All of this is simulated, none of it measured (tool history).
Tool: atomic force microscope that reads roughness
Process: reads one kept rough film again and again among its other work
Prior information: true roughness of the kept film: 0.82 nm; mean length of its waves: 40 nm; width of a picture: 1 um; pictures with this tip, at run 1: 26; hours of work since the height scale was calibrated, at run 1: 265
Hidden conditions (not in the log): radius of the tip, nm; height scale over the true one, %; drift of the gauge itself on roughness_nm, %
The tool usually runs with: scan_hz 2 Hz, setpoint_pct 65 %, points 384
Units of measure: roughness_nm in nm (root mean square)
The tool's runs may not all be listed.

run	hour	scan_hz	setpoint_pct	points	pictures with this tip	hours of work since the height scale was calibrated	roughness_nm
1	0	2	65	384	26	265	0.719
2	13.9	2	65	384	46	272	0.718
3	34.6	2	65	384	76	282	0.715
4	48.2	2	65	384	95	289	0.706
5	74.5	2	65	384	132	303	0.701
6	86.7	2	65	384	150	309	0.696
# hour 93: new tip fitted
7	100.5	2	65	445	10	316	0.727
8	120.1	2	65	384	38	326	0.719
9	138.6	2	89	384	64	336	0.585
10	156.4	1.11	65	440	90	345	0.734
11	183.1	1.6	71	943	128	358	0.698
# hour 185.9: height scale calibrated on a step standard
12	200.7	1.39	82	452	151	8	0.655
# hour 205.8: new tip fitted
13	221.4	1.39	82	452	22	18	0.68
14	239.4	0.59	57	966	48	27	0.776
15	265.5	0.59	57	966	85	41	0.77
16	287.7	2	63	384	116	52	0.71
# hour 297.8: height scale calibrated on a step standard, once more
17	309.4	2.44	63	643	145	6	0.701

Predict each of these 5 candidate next runs independently; none follows another, all start after run 17:
# hour 318.1: new tip fitted
A	330.5	1.15	68	643	18	16	?
# hour 318.1: new tip fitted
B	330.5	1.74	63	277	18	16	?
# hour 318.1: new tip fitted
C	330.5	2.98	63	448	18	16	?
# hour 318.1: new tip fitted
D	330.5	3.28	58	601	18	16	?
# hour 318.1: new tip fitted
E	330.5	2.44	67	643	18	16	?

run	roughness_nm
A	0.747
B	0.738
C	0.71
D	0.725
E	0.705
Had the tool no hidden state, the same runs would have come out as:
run	roughness_nm
A	0.753
B	0.743
C	0.715
D	0.731
E	0.71

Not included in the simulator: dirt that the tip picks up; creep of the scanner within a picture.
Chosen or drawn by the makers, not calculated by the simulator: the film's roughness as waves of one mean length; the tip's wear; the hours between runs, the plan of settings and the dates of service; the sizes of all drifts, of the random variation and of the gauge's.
